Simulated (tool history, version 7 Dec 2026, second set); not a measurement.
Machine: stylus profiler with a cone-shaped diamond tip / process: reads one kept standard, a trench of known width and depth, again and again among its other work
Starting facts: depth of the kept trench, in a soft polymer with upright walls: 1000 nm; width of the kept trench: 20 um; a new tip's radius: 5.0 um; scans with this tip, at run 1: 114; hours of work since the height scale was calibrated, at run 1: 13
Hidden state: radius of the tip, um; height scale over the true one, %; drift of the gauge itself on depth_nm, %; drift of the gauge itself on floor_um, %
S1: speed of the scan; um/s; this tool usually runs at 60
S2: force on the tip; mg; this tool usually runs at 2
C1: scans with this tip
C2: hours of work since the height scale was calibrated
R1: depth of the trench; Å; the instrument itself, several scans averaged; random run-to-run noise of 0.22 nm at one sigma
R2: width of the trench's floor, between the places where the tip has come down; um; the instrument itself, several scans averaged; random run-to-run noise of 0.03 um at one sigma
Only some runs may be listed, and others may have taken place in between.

| run | hour | S1 | S2 | C1 | C2 | R1 | R2 |
|---|---|---|---|---|---|---|---|
| 1 | 0 | 60 | 2 | 114 | 13 | 10068.7 | 13.63 |
| 2 | 11.3 | 60 | 2 | 162 | 19 | 10071.4 | 13.68 |
| 3 | 26.1 | 60 | 2 | 225 | 26 | 10077.3 | 13.63 |
| 4 | 36.7 | 60 | 3.14 | 270 | 31 | 10101 | 13.72 |
| 5 | 43.4 | 60 | 2 | 298 | 34 | 10071.1 | 13.66 |
| 6 | 50.7 | 60 | 2 | 329 | 38 | 10071.7 | 13.61 |
| 7 | 60.5 | 60 | 1.6 | 370 | 43 | 10061.9 | 13.57 |
| 8 | 71.7 | 60 | 1.06 | 418 | 48 | 10049.3 | 13.42 |
| 9 | 84.2 | 60 | 1.06 | 471 | 54 | 10049.4 | 13.38 |
| 10 | 93 | 60 | 2 | 508 | 58 | 10070.6 | 13.59 |
| 11 | 107.1 | 60 | 1.38 | 568 | 65 | 10053.4 | 13.51 |
| 12 | 120.8 | 45 | 4.05 | 626 | 72 | 10119.6 | 13.78 |
| 13 | 134.2 | 103 | 1.64 | 683 | 79 | 10063.9 | 13.13 |
| 14 | 145.7 | 16 | 1.64 | 732 | 84 | 10063.1 | 13.86 |
| 15 | 161.2 | 44 | 2.27 | 798 | 92 | 10081 | 13.66 |
| 16 | 171.1 | 37 | 1.18 | 840 | 97 | 10052.2 | 13.55 |
| 17 | 181 | 71 | 0.71 | 882 | 101 | 10035.6 | 13.14 |
| 18 | 193.8 | 71 | 0.71 | 936 | 108 | 10038.4 | 13.1 |
| 19 | 202.4 | 95 | 1.44 | 972 | 112 | 10061.2 | 13.14 |
| 20 | 217.9 | 60 | 0.82 | 1038 | 119 | 10044.5 | 13.3 |
| 21 | 229.7 | 60 | 0.82 | 1088 | 125 | 10038.8 | 13.29 |
| 22 | 241.7 | 60 | 5.91 | 1139 | 131 | 10151.1 | 13.61 |

The same runs without the tool's hidden state, with the same run-to-run variation:
| run | R1 | R2 |
|---|---|---|
| 1 | 10071.9 | 13.57 |
| 2 | 10074.4 | 13.63 |
| 3 | 10080.1 | 13.59 |
| 4 | 10103.6 | 13.7 |
| 5 | 10073.6 | 13.64 |
| 6 | 10074 | 13.6 |
| 7 | 10064.1 | 13.56 |
| 8 | 10051.3 | 13.42 |
| 9 | 10051.2 | 13.4 |
| 10 | 10072.2 | 13.61 |
| 11 | 10054.8 | 13.54 |
| 12 | 10120.7 | 13.82 |
| 13 | 10064.8 | 13.19 |
| 14 | 10063.9 | 13.94 |
| 15 | 10081.5 | 13.74 |
| 16 | 10052.6 | 13.65 |
| 17 | 10035.8 | 13.24 |
| 18 | 10038.4 | 13.21 |
| 19 | 10061 | 13.26 |
| 20 | 10044 | 13.44 |
| 21 | 10038.1 | 13.44 |
| 22 | 10150.2 | 13.77 |
